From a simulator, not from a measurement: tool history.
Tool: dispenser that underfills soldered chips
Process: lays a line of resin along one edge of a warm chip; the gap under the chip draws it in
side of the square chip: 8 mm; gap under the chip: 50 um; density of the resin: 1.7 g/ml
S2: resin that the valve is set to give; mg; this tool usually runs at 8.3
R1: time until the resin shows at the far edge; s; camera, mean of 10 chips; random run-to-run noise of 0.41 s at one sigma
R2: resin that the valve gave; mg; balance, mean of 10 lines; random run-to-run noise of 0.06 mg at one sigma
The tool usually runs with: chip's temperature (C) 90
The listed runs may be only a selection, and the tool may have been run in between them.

{"run": 1, "hour": 0.0, "chip's temperature (C)": 90, "S2": 8.3, "R1": 35.6, "R2": 7.92}
{"run": 2, "hour": 2.7, "chip's temperature (C)": 90, "S2": 9.29, "R1": 39, "R2": 8.75}
{"hour": 6.2, "done": "new syringe of resin"}
{"run": 3, "hour": 8.2, "chip's temperature (C)": 90, "S2": 9.29, "R1": 29.8, "R2": 8.79}
{"run": 4, "hour": 12.6, "chip's temperature (C)": 90, "S2": 9.29, "R1": 35.7, "R2": 8.74}
{"run": 5, "hour": 17.0, "chip's temperature (C)": 90, "S2": 9.29, "R1": 43.4, "R2": 8.89}
{"hour": 18.7, "done": "new syringe of resin"}
{"run": 6, "hour": 20.2, "chip's temperature (C)": 90, "S2": 9.29, "R1": 28.1, "R2": 8.7}
{"run": 7, "hour": 24.2, "chip's temperature (C)": 84, "S2": 9.29, "R1": 42.7, "R2": 8.78}
{"run": 8, "hour": 29.0, "chip's temperature (C)": 84, "S2": 9.29, "R1": 52.7, "R2": 8.77}
{"hour": 31.3, "done": "new syringe of resin"}
{"run": 9, "hour": 33.9, "chip's temperature (C)": 84, "S2": 9.29, "R1": 37, "R2": 8.61}
{"run": 10, "hour": 37.1, "chip's temperature (C)": 85, "S2": 8.3, "R1": 41.9, "R2": 7.77}
{"run": 11, "hour": 40.7, "chip's temperature (C)": 85, "S2": 8.3, "R1": 50.6, "R2": 7.71}
{"hour": 43.8, "done": "new syringe of resin"}
{"run": 12, "hour": 45.0, "chip's temperature (C)": 85, "S2": 8.3, "R1": 33.8, "R2": 7.71}
{"run": 13, "hour": 49.8, "chip's temperature (C)": 89, "S2": 9.68, "R1": 36, "R2": 8.95}
{"run": 14, "hour": 53.2, "chip's temperature (C)": 99, "S2": 7.91, "R1": 29.8, "R2": 7.23}

Run 15 comes next. What will it give?
{"hour": 55.2, "done": "dispensing valve cleaned and set on the balance"}
{"hour": 57.3, "done": "new syringe of resin"}
{"run": 15, "hour": 57.9, "chip's temperature (C)": 99, "S2": 7.61, "R1": "?", "R2": "?"}

R1: 19.6 s
R2: 7.6 mg
With no hidden state in the tool, this same run would have given R1 20.4 s, R2 7.6 mg.

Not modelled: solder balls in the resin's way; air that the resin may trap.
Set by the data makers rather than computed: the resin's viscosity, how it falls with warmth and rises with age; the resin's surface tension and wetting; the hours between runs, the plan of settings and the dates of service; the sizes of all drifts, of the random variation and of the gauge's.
